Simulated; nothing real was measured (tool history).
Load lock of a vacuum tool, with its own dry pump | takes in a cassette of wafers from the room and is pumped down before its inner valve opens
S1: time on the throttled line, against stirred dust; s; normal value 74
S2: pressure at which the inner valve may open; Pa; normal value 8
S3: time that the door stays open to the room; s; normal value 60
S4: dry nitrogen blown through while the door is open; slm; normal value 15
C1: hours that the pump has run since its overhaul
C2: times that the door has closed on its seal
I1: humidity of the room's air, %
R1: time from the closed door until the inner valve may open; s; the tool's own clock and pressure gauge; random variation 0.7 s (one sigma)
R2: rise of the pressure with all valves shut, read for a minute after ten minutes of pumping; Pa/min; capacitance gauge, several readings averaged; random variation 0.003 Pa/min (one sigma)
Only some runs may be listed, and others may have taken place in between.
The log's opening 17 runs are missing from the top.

run 18 hour=6386.3 | S1=74 S2=8 S3=60 S4=15 | C1=1124 C2=4980 | I1=46.1 | R1=121.4 R2=0.028
run 19 hour=6676 | S1=87 S2=13 S3=96 S4=35 | C1=1414 C2=6046 | I1=45.8 | R1=128.5 R2=0.026
run 20 hour=7109.1 | S1=87 S2=9 S3=96 S4=35 | C1=1847 C2=7638 | I1=46.4 | R1=132 R2=0.027
run 21 hour=7341.2 | S1=91 S2=7 S3=131 S4=28 | C1=2079 C2=8491 | I1=44.4 | R1=135.2 R2=0.034
run 22 hour=7819.2 | S1=83 S2=8 S3=109 S4=19 | C1=2557 C2=10249 | I1=42.7 | R1=127.6 R2=0.038
run 23 hour=8230.3 | S1=74 S2=11 S3=60 S4=15 | C1=2968 C2=11761 | I1=43.3 | R1=119.6 R2=0.03
run 24 hour=8681.7 | S1=77 S2=8 S3=116 S4=15 | C1=3419 C2=13420 | I1=42.2 | R1=123.8 R2=0.044
run 25 hour=9199.8 | S1=77 S2=16 S3=92 S4=21 | C1=3937 C2=15325 | I1=44.8 | R1=120.1 R2=0.042
run 26 hour=9731 | S1=77 S2=16 S3=92 S4=21 | C1=4469 C2=17278 | I1=43.9 | R1=119.9 R2=0.035
run 27 hour=9963.3 | S1=77 S2=16 S3=92 S4=5 | C1=4701 C2=18132 | I1=44 | R1=119.2 R2=0.062
run 28 hour=10248.9 | S1=77 S2=16 S3=92 S4=5 | C1=4987 C2=19183 | I1=44.4 | R1=119.4 R2=0.061
run 29 hour=10779 | S1=110 S2=8 S3=41 S4=15 | C1=5517 C2=21132 | I1=45.4 | R1=152.7 R2=0.024
run 30 hour=11142.2 | S1=74 S2=11 S3=239 S4=15 | C1=5880 C2=22467 | I1=47.4 | R1=120.3 R2=0.084
run 31 hour=11669 | S1=74 S2=11 S3=239 S4=15 | C1=6407 C2=24404 | I1=45 | R1=120.2 R2=0.08
run 32 hour=12020.7 | S1=74 S2=11 S3=239 S4=15 | C1=6758 C2=25697 | I1=46.2 | R1=120.1 R2=0.087
run 33 hour=12351.8 | S1=74 S2=11 S3=239 S4=4 | C1=7089 C2=26915 | I1=44.4 | R1=120.4 R2=0.136
run 34 hour=12577.9 | S1=74 S2=7 S3=65 S4=15 | C1=7316 C2=27746 | I1=45.4 | R1=122.6 R2=0.034
run 35 hour=13094.7 | S1=98 S2=10 S3=74 S4=43 | C1=7832 C2=29646 | I1=42.7 | R1=141.6 R2=0.018

The next listed run, before its measurement:
run 36 hour=13382.1 | S1=98 S2=10 S3=74 S4=43 | C1=8120 C2=30703 | I1=44 | R1=? R2=?

R1: 139.6 s
R2: 0.021 Pa/min
On a tool with no hidden condition, and with the same random variation, this run would have come out at R1 139.6 s, R2 0.02 Pa/min.

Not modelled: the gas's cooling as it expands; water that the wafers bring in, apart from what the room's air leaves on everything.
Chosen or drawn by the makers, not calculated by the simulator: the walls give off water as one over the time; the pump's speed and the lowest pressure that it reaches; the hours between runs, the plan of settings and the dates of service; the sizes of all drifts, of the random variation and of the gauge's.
